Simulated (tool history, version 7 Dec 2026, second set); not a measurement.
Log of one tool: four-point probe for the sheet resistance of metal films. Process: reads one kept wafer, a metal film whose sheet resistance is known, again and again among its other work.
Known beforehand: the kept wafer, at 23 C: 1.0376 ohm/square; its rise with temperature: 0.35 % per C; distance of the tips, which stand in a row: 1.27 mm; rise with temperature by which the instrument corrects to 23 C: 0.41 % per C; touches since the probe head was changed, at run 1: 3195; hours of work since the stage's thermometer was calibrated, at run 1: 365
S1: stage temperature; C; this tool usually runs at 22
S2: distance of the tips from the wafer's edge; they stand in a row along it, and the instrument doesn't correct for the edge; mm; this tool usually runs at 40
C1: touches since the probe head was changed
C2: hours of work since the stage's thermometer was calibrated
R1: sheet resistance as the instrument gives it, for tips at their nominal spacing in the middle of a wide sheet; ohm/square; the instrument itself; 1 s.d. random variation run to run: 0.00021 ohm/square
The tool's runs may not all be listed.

run 1 hour=0 | S1=22 S2=40 | C1=3195 C2=365 | R1=1.036931
run 2 hour=12.2 | S1=22 S2=40 | C1=3545 C2=371 | R1=1.036863
run 3 hour=21.3 | S1=22 S2=40 | C1=3806 C2=376 | R1=1.036655
run 4 hour=35.7 | S1=22 S2=6 | C1=4218 C2=383 | R1=1.060794
run 5 hour=46.2 | S1=20 S2=40 | C1=4519 C2=389 | R1=1.037737
run 6 hour=63.6 | S1=20 S2=40 | C1=5016 C2=398 | R1=1.037755
run 7 hour=76.2 | S1=20 S2=40 | C1=5377 C2=404 | R1=1.038081
run 8 hour=84.7 | S1=20 S2=40 | C1=5621 C2=408 | R1=1.038046
run 9 hour=92.8 | S1=22 S2=26 | C1=5851 C2=413 | R1=1.037536
run 10 hour=109.2 | S1=22 S2=26 | C1=6321 C2=421 | R1=1.037611
run 11 hour=123.7 | S1=22 S2=40 | C1=6736 C2=428 | R1=1.037114
run 12 hour=131.5 | S1=28 S2=40 | C1=6961 C2=432 | R1=1.033452
run 13 hour=142.3 | S1=28 S2=40 | C1=7269 C2=438 | R1=1.032937
run 14 hour=151.7 | S1=28 S2=40 | C1=7537 C2=443 | R1=1.033851
run 15 hour=170.4 | S1=28 S2=73 | C1=8074 C2=452 | R1=1.032914
run 16 hour=188.5 | S1=22 S2=73 | C1=8592 C2=461 | R1=1.036524
run 17 hour=200.6 | S1=22 S2=73 | C1=8938 C2=468 | R1=1.03676
run 18 hour=219.3 | S1=22 S2=73 | C1=9475 C2=477 | R1=1.036423
run 19 hour=233.6 | S1=22 S2=73 | C1=9884 C2=484 | R1=1.036855
run 20 hour=249.9 | S1=22 S2=73 | C1=10350 C2=493 | R1=1.036698
run 21 hour=258.8 | S1=26 S2=40 | C1=10606 C2=497 | R1=1.034992
run 22 hour=268.1 | S1=19 S2=40 | C1=10870 C2=502 | R1=1.038783
run 23 hour=279 | S1=22 S2=69 | C1=11182 C2=508 | R1=1.036832
run 24 hour=298 | S1=32 S2=4 | C1=11726 C2=517 | R1=1.084314
run 25 hour=310.1 | S1=22 S2=11 | C1=12074 C2=524 | R1=1.04401
run 26 hour=318.3 | S1=25 S2=17 | C1=12307 C2=528 | R1=1.038003
run 27 hour=326.5 | S1=32 S2=19 | C1=12541 C2=532 | R1=1.033614
run 28 hour=335.5 | S1=19 S2=29 | C1=12800 C2=537 | R1=1.039413
-- hour=336.9 stage's thermometer calibrated
run 29 hour=352.4 | S1=20 S2=19 | C1=13271 C2=8 | R1=1.040052
run 30 hour=363 | S1=19 S2=6 | C1=13573 C2=13 | R1=1.062941
-- hour=369.6 stage's thermometer calibrated, once more
run 31 hour=378.9 | S1=31 S2=9 | C1=14014 C2=5 | R1=1.042871
run 32 hour=387.3 | S1=26 S2=4 | C1=14254 C2=9 | R1=1.087857
run 33 hour=399.5 | S1=26 S2=4 | C1=14605 C2=15 | R1=1.087884
run 34 hour=417.1 | S1=26 S2=4 | C1=15109 C2=24 | R1=1.08797
run 35 hour=425.9 | S1=22 S2=5 | C1=15360 C2=29 | R1=1.071589
run 36 hour=442.8 | S1=23 S2=3 | C1=15844 C2=37 | R1=1.126905
run 37 hour=459.8 | S1=32 S2=14 | C1=16330 C2=46 | R1=1.036542
run 38 hour=476.8 | S1=19 S2=40 | C1=16818 C2=55 | R1=1.038916
run 39 hour=486.5 | S1=22 S2=22 | C1=17096 C2=60 | R1=1.03885
run 40 hour=500.3 | S1=25 S2=17 | C1=17491 C2=67 | R1=1.038557
run 41 hour=513.2 | S1=25 S2=17 | C1=17860 C2=73 | R1=1.038557
run 42 hour=522 | S1=18 S2=9 | C1=18112 C2=78 | R1=1.050503
run 43 hour=535 | S1=18 S2=9 | C1=18483 C2=85 | R1=1.049817
run 44 hour=551 | S1=26 S2=35 | C1=18943 C2=93 | R1=1.035728
run 45 hour=569.1 | S1=26 S2=35 | C1=19461 C2=102 | R1=1.035707

What if the next run were any one of these 4? Each begins from the tool's condition after run 45:
run A hour=585.9 | S1=25 S2=39 | C1=19940 C2=111 | R1=?
run B hour=585.9 | S1=25 S2=12 | C1=19940 C2=111 | R1=?
run C hour=585.9 | S1=21 S2=11 | C1=19940 C2=111 | R1=?
run D hour=585.9 | S1=19 S2=13 | C1=19940 C2=111 | R1=?

run=A R1=1.036522
run=B R1=1.041398
run=C R1=1.045393
run=D R1=1.043894
With no hidden state in the tool, these same runs would have given:
run=A R1=1.037483
run=B R1=1.042363
run=C R1=1.046363
run=D R1=1.044863
